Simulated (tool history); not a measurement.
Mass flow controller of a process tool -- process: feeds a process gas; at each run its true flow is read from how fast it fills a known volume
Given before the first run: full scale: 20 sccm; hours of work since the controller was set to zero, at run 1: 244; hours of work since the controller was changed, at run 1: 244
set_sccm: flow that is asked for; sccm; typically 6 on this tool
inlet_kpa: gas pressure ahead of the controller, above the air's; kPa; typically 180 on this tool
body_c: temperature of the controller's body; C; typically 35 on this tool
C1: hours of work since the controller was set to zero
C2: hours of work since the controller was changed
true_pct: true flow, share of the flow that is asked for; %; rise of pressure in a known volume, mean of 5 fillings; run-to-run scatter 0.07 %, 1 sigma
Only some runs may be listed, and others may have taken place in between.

{"run": 1, "hour": 0.0, "set_sccm": 6, "inlet_kpa": 180, "body_c": 35, "C1": 244, "C2": 244, "true_pct": 97.69}
{"run": 2, "hour": 176.3, "set_sccm": 6, "inlet_kpa": 180, "body_c": 35, "C1": 348, "C2": 348, "true_pct": 97.72}
{"run": 3, "hour": 296.3, "set_sccm": 6, "inlet_kpa": 180, "body_c": 35, "C1": 419, "C2": 419, "true_pct": 97.72}
{"run": 4, "hour": 376.4, "set_sccm": 11, "inlet_kpa": 180, "body_c": 35, "C1": 466, "C2": 466, "true_pct": 98.54}
{"run": 5, "hour": 545.3, "set_sccm": 6, "inlet_kpa": 180, "body_c": 35, "C1": 566, "C2": 566, "true_pct": 97.94}
{"run": 6, "hour": 729.0, "set_sccm": 6, "inlet_kpa": 180, "body_c": 35, "C1": 675, "C2": 675, "true_pct": 98.06}
{"run": 7, "hour": 818.4, "set_sccm": 6, "inlet_kpa": 180, "body_c": 35, "C1": 727, "C2": 727, "true_pct": 98.01}
{"run": 8, "hour": 908.8, "set_sccm": 6, "inlet_kpa": 180, "body_c": 35, "C1": 781, "C2": 781, "true_pct": 98.07}
{"run": 9, "hour": 1092.5, "set_sccm": 6, "inlet_kpa": 180, "body_c": 33, "C1": 890, "C2": 890, "true_pct": 98.09}
{"run": 10, "hour": 1233.0, "set_sccm": 6, "inlet_kpa": 180, "body_c": 33, "C1": 973, "C2": 973, "true_pct": 98.29}
{"run": 11, "hour": 1373.4, "set_sccm": 17, "inlet_kpa": 150, "body_c": 35, "C1": 1056, "C2": 1056, "true_pct": 99.4}
{"run": 12, "hour": 1452.6, "set_sccm": 6, "inlet_kpa": 226, "body_c": 21, "C1": 1102, "C2": 1102, "true_pct": 99.05}
{"run": 13, "hour": 1556.2, "set_sccm": 10, "inlet_kpa": 180, "body_c": 35, "C1": 1164, "C2": 1164, "true_pct": 98.88}
{"run": 14, "hour": 1632.4, "set_sccm": 10, "inlet_kpa": 180, "body_c": 35, "C1": 1209, "C2": 1209, "true_pct": 98.92}

Run 15, settings as shown, results not yet in. Your forecast:
{"run": 15, "hour": 1743.8, "set_sccm": 6, "inlet_kpa": 250, "body_c": 28, "C1": 1275, "C2": 1275, "true_pct": "?"}

true_pct: 99.13 %
The same run, on a tool lacking any hidden state, would have yielded true_pct 98.44 %.

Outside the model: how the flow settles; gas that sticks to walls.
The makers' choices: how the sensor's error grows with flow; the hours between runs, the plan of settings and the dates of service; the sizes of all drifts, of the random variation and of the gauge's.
